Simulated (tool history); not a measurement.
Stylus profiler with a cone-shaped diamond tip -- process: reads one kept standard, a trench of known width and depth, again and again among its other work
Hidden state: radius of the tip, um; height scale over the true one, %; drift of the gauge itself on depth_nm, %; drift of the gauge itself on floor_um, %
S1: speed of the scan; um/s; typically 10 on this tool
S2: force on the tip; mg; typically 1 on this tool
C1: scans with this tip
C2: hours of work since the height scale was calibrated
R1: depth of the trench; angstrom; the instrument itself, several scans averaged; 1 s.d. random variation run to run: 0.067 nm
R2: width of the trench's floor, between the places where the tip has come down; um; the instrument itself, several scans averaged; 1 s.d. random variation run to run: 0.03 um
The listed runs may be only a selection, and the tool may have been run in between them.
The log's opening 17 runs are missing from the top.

run	hour	S1	S2	C1	C2	R1	R2
18	1179.8	10	2.24	12623	246	2006.3	26.57
# hour 1215.7: height scale calibrated on a step standard, once more
19	1251.5	10	2.79	12853	22	2034	26.57
20	1292.9	10	2.79	12987	47	2032.9	26.53
21	1339.2	10	2.79	13136	75	2033.8	26.59
22	1420.6	10	2.79	13399	125	2033.6	26.56
23	1492	13	0.35	13629	168	2005.9	26.41
24	1542.8	5	1.84	13793	199	2024.8	26.53
25	1610.3	2	2.81	14011	240	2033.5	26.59
26	1662.1	17	0.67	14179	272	2011	26.42
27	1705	10	1.06	14317	298	2015.2	26.49
28	1746.6	10	1.06	14451	323	2015	26.46
29	1816.5	10	1.06	14677	366	2014.7	26.46
30	1867.9	10	1.06	14843	397	2014.5	26.44
31	1907.3	21	0.62	14970	421	2010.5	26.41
32	1989.7	18	1.65	15236	471	2020.8	26.4
33	2081.1	8	0.95	15531	527	2012.5	26.45
34	2141.2	5	0.98	15725	563	2013.3	26.44
35	2181.3	10	2.68	15855	588	2028.6	26.5
36	2228.4	29	1.99	16007	616	2023.6	26.37
37	2287.9	3	0.48	16199	653	2005.7	26.39
38	2382.4	3	1.93	16504	710	2022.1	26.48

What will run 39 give?
39	2453.1	3	1.93	16732	753	?	?

{"run 39": {"R1": 2021.6, "R2": 26.48}}
Minus the tool's unlogged condition, the same run would have read R1 2027.1 angstrom, R2 27.23 um.
